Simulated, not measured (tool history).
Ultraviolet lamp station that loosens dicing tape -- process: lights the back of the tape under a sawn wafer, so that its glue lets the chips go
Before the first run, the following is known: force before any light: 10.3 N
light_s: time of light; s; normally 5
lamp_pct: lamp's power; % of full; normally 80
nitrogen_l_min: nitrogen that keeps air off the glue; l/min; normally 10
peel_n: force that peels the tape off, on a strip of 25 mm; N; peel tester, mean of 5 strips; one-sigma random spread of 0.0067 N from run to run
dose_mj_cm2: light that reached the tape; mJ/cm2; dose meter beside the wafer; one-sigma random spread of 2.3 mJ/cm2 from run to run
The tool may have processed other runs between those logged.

run   hour  light_s  lamp_pct  nitrogen_l_min  peel_n  dose_mj_cm2
  1    0.0        5        80              10   0.350          201
  2   16.6        5        80              10   0.362          200
  3   33.8        5        80              10   0.366          198
  4   63.5        9        80              10   0.134          354
  5   85.5        9        80              10   0.135          353
  6  115.3        9        80              10   0.135          355
  7  141.0        9        80              10   0.135          348
  8  165.6        9        80              10   0.136          344
  9  191.6        9        80              10   0.148          338
 10  215.7        9        81              10   0.123          337
 11  248.5        9        81              10   0.135          338
 12  265.6        2        80               4   3.592           76
 13  300.3        4        83               4   1.337          147
 14  327.6        2        70               4   4.305           62
 15  359.3        5        70               7   0.857          155
 16  392.7        2        81               4   4.045           70
 17  421.2        5        66               6   1.110          139
 18  456.0        5        66               6   1.154          137
 19  473.2        5        66               6   1.183          140
 20  503.6        5        66               6   1.233          136
 21  525.4        2        99               6   2.855           81

What if the next run were any one of these 5? Each begins from the tool's condition after run 21:
  A  554.1        5        84              10       ?            ?
  B  554.1        4        72              16       ?            ?
  C  554.1        4        80               6       ?            ?
  D  554.1        8        80              10       ?            ?
  E  554.1        5        99               4       ?            ?

run  peel_n  dose_mj_cm2
  A   0.532          174
  B   1.012          117
  C   1.365          133
  D   0.197          262
  E   0.681          201
Without the tool's hidden state the same runs would have given:
run  peel_n  dose_mj_cm2
  A   0.199          259
  B   0.387          176
  C   0.552          198
  D   0.123          391
  E   0.249          301
